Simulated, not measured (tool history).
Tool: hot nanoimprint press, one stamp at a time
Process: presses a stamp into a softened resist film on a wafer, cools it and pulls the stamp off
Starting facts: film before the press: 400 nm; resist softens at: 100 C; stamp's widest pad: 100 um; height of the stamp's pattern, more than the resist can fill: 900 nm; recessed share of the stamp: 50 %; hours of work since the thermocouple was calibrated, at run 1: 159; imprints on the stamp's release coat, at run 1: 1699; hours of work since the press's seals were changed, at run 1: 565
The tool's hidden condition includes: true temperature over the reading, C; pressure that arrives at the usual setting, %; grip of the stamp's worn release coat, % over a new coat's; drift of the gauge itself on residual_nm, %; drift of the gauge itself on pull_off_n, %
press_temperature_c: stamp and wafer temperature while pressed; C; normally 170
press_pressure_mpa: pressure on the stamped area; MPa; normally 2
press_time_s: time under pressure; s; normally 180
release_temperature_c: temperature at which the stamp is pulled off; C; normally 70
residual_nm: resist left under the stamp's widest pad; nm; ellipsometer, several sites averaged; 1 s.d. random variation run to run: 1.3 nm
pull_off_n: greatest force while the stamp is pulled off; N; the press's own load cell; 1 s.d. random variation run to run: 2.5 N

run    hour  press_temperature_c  press_pressure_mpa  press_time_s  release_temperature_c  hours of work since the thermocouple was calibrated  imprints on the stamp's release coat  hours of work since the press's seals were changed  residual_nm  pull_off_n
  1       0                  170                   2           180                     70                                                  159                                  1699                                                 565        202.9         146
  2    43.1                  170                   2           180                     70                                                  181                                  1769                                                 587        201.7         143
       60.7  -- stamp cleaned and given a new release coat
  3    99.2                  170                   2           180                     70                                                  207                                    62                                                 612        202.5         114
  4   138.1                  170                   2           180                     70                                                  227                                   125                                                 632        204.4         116
  5   182.3                  170                   2           180                     58                                                  249                                   197                                                 654        208.6         152
  6     206                  178                   2           180                     70                                                  261                                   235                                                 667        148.3         124
  7   246.8                  170                   2           180                     70                                                  282                                   301                                                 687        205.6         122
  8   278.8                  170                   2           180                     70                                                  299                                   353                                                 704        206.3         121
  9   304.7                  170                   2           180                     70                                                  312                                   395                                                 717        209.8         119
 10   354.7                  159                   2           180                     70                                                  337                                   476                                                 742        301.9         119
 11   379.1                  159                   2           180                     70                                                  350                                   516                                                 755        302.5         128
 12   406.4                  163                   2           180                     70                                                  364                                   560                                                 769        269.7         122
      412.4  -- plate thermocouple calibrated
 13   442.2                  170                1.28           180                     70                                                   15                                   613                                                 785        255.6         124
 14   487.8                  170                1.28           180                     77                                                   38                                   687                                                 809        255.5         109
      506.3  -- plate thermocouple calibrated, once more
 15   542.8                  170                   2           117                     70                                                   19                                   771                                                 835        227.2         123
 16   596.3                  171                1.85           207                     63                                                   46                                   857                                                 862        188.2         146
 17   620.1                  171                1.85           207                     63                                                   58                                   896                                                 875        191.1         143
 18   648.5                  176                1.35           207                     60                                                   72                                   942                                                 889          182         150
 19   670.6                  170                1.73           180                     70                                                   84                                   978                                                 900        214.9         121
 20   704.2                  170                   2           150                     62                                                  101                                  1032                                                 917        216.2         147
 21   755.3                  170                   2           180                     70                                                  127                                  1115                                                 944        199.6         124
 22     802                  169                   2           105                     70                                                  151                                  1190                                                 967        248.7         134
 23   837.8                  169                   2           105                     70                                                  169                                  1248                                                 986        247.3         135
 24   884.8                  170                1.37           174                     70                                                  193                                  1325                                                1010        243.1         134
 25   908.1                  170                1.37           201                     70                                                  205                                  1362                                                1021          233         138
 26   958.6                  170                1.37           295                     70                                                  231                                  1444                                                1047        206.4         141
 27   982.9                  160                   3           295                     70                                                  243                                  1483                                                1060        222.6         135
 28  1016.2                  175                   2           314                     70                                                  260                                  1537                                                1077        138.4         139
 29  1047.6                  175                   2           314                     70                                                  276                                  1588                                                1093        137.5         143

Branching from run 29: 4 alternative next runs. What would each branch give?
  A  1072.4                  173                   2           128                     76                                                  289                                  1628                                                1105            ?           ?
  B  1072.4                  179                2.53           117                     70                                                  289                                  1628                                                1105            ?           ?
  C  1072.4                  170                1.39            94                     70                                                  289                                  1628                                                1105            ?           ?
  D  1072.4                  167                1.75           180                     70                                                  289                                  1628                                                1105            ?           ?

run  residual_nm  pull_off_n
  A        204.4         125
  B        151.2         134
  C        284.5         138
  D        243.4         142
Without the tool's unlogged condition, the same runs would have read:
run  residual_nm  pull_off_n
  A        193.5         102
  B        141.7         109
  C        274.7         112
  D        231.9         115

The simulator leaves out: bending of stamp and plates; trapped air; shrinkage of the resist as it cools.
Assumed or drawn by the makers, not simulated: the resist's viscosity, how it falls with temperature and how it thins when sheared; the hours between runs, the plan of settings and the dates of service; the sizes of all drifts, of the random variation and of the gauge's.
